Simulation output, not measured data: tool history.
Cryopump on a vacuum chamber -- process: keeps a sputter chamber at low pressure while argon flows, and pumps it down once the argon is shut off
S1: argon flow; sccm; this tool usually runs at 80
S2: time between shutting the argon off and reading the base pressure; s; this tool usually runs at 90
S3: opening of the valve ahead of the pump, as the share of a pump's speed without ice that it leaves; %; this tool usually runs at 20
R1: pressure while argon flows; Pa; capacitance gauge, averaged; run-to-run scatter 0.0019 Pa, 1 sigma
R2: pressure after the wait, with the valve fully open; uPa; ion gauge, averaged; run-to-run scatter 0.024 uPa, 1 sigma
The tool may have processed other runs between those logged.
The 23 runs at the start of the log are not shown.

{"run": 24, "day": 67.912, "S1": 54, "S2": 90, "S3": 45, "R1": 0.21, "R2": 1.21}
{"run": 25, "day": 70.054, "S1": 68, "S2": 29, "S3": 29, "R1": 0.4105, "R2": 2.57}
{"run": 26, "day": 72.033, "S1": 81, "S2": 90, "S3": 49, "R1": 0.292, "R2": 1.21}
{"run": 27, "day": 75.854, "S1": 81, "S2": 90, "S3": 49, "R1": 0.2971, "R2": 1.28}
{"run": 28, "day": 78.779, "S1": 123, "S2": 45, "S3": 18, "R1": 1.1971, "R2": 1.97}
{"run": 29, "day": 82.575, "S1": 60, "S2": 45, "S3": 18, "R1": 0.5861, "R2": 1.93}
{"run": 30, "day": 85.388, "S1": 60, "S2": 45, "S3": 18, "R1": 0.5849, "R2": 1.96}
{"run": 31, "day": 89.254, "S1": 135, "S2": 147, "S3": 24, "R1": 1.0051, "R2": 1.19}
{"run": 32, "day": 93.246, "S1": 135, "S2": 147, "S3": 24, "R1": 1.0075, "R2": 1.21}
{"run": 33, "day": 96.267, "S1": 135, "S2": 147, "S3": 24, "R1": 1.0089, "R2": 1.27}
{"run": 34, "day": 98.992, "S1": 153, "S2": 90, "S3": 20, "R1": 1.3735, "R2": 1.54}

4 ways to go on from here, each from the tool as it stands after run 34. What would each give?
{"run": "A", "day": 101.358, "S1": 74, "S2": 127, "S3": 23, "R1": "?", "R2": "?"}
{"run": "B", "day": 101.358, "S1": 136, "S2": 29, "S3": 20, "R1": "?", "R2": "?"}
{"run": "C", "day": 101.358, "S1": 112, "S2": 186, "S3": 20, "R1": "?", "R2": "?"}
{"run": "D", "day": 101.358, "S1": 84, "S2": 170, "S3": 18, "R1": "?", "R2": "?"}

run=A R1=0.5811 R2=1.41
run=B R1=1.2226 R2=2.87
run=C R1=1.0074 R2=1.27
run=D R1=0.8322 R2=1.33
Take away the tool's hidden state, keep each run's random variation, and the runs would have read:
run=A R1=0.5523 R2=0.77
run=B R1=1.1697 R2=2.23
run=C R1=0.9638 R2=0.62
run=D R1=0.7997 R2=0.68
